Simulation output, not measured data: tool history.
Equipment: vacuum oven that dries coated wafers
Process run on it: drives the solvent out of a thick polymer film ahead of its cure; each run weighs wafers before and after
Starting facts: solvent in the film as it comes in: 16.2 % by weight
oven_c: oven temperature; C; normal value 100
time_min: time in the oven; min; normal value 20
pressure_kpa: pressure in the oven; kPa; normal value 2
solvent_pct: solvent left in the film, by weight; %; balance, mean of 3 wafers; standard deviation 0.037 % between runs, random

{"run": 1, "hour": 0.0, "oven_c": 100, "time_min": 20, "pressure_kpa": 2, "solvent_pct": 1.22}
{"run": 2, "hour": 12.1, "oven_c": 100, "time_min": 20, "pressure_kpa": 2, "solvent_pct": 1.27}
{"run": 3, "hour": 30.3, "oven_c": 88, "time_min": 20, "pressure_kpa": 2, "solvent_pct": 3.03}
{"run": 4, "hour": 43.3, "oven_c": 88, "time_min": 20, "pressure_kpa": 2, "solvent_pct": 3.05}
{"run": 5, "hour": 57.1, "oven_c": 100, "time_min": 20, "pressure_kpa": 2, "solvent_pct": 1.24}
{"run": 6, "hour": 78.0, "oven_c": 100, "time_min": 20, "pressure_kpa": 2, "solvent_pct": 1.22}
{"run": 7, "hour": 94.2, "oven_c": 100, "time_min": 20, "pressure_kpa": 2, "solvent_pct": 1.24}
{"hour": 103.5, "done": "oven's thermocouples calibrated"}
{"run": 8, "hour": 116.3, "oven_c": 100, "time_min": 20, "pressure_kpa": 2, "solvent_pct": 1.17}
{"run": 9, "hour": 128.6, "oven_c": 100, "time_min": 19, "pressure_kpa": 2, "solvent_pct": 1.28}
{"run": 10, "hour": 143.1, "oven_c": 111, "time_min": 19, "pressure_kpa": 2.14, "solvent_pct": 0.65}
{"run": 11, "hour": 163.5, "oven_c": 110, "time_min": 20, "pressure_kpa": 2.72, "solvent_pct": 0.85}
{"hour": 167.1, "done": "vacuum gauge cleaned of residue and calibrated"}
{"run": 12, "hour": 179.0, "oven_c": 110, "time_min": 20, "pressure_kpa": 2.72, "solvent_pct": 0.78}
{"run": 13, "hour": 188.5, "oven_c": 102, "time_min": 20, "pressure_kpa": 2, "solvent_pct": 1.1}
{"run": 14, "hour": 204.2, "oven_c": 97, "time_min": 32, "pressure_kpa": 5.74, "solvent_pct": 2.46}
{"run": 15, "hour": 219.3, "oven_c": 97, "time_min": 32, "pressure_kpa": 5.74, "solvent_pct": 2.54}
{"run": 16, "hour": 236.5, "oven_c": 97, "time_min": 32, "pressure_kpa": 5.74, "solvent_pct": 2.51}
{"hour": 249.9, "done": "vacuum gauge cleaned of residue and calibrated, once more"}
{"run": 17, "hour": 257.1, "oven_c": 99, "time_min": 20, "pressure_kpa": 2, "solvent_pct": 1.2}

Each row is a separate what-if for the run after 17, all from the same tool condition, not one after another. Results?
{"run": "A", "hour": 280.2, "oven_c": 100, "time_min": 20, "pressure_kpa": 7.94, "solvent_pct": "?"}
{"run": "B", "hour": 280.2, "oven_c": 89, "time_min": 20, "pressure_kpa": 2, "solvent_pct": "?"}
{"run": "C", "hour": 280.2, "oven_c": 100, "time_min": 32, "pressure_kpa": 2, "solvent_pct": "?"}
{"run": "D", "hour": 280.2, "oven_c": 108, "time_min": 20, "pressure_kpa": 5.03, "solvent_pct": "?"}
{"run": "E", "hour": 280.2, "oven_c": 99, "time_min": 32, "pressure_kpa": 2, "solvent_pct": "?"}

run=A solvent_pct=3.2
run=B solvent_pct=2.82
run=C solvent_pct=0.78
run=D solvent_pct=1.48
run=E solvent_pct=0.78
What these runs would have given with no unlogged condition in the tool:
run=A solvent_pct=3.21
run=B solvent_pct=2.83
run=C solvent_pct=0.78
run=D solvent_pct=1.48
run=E solvent_pct=0.78
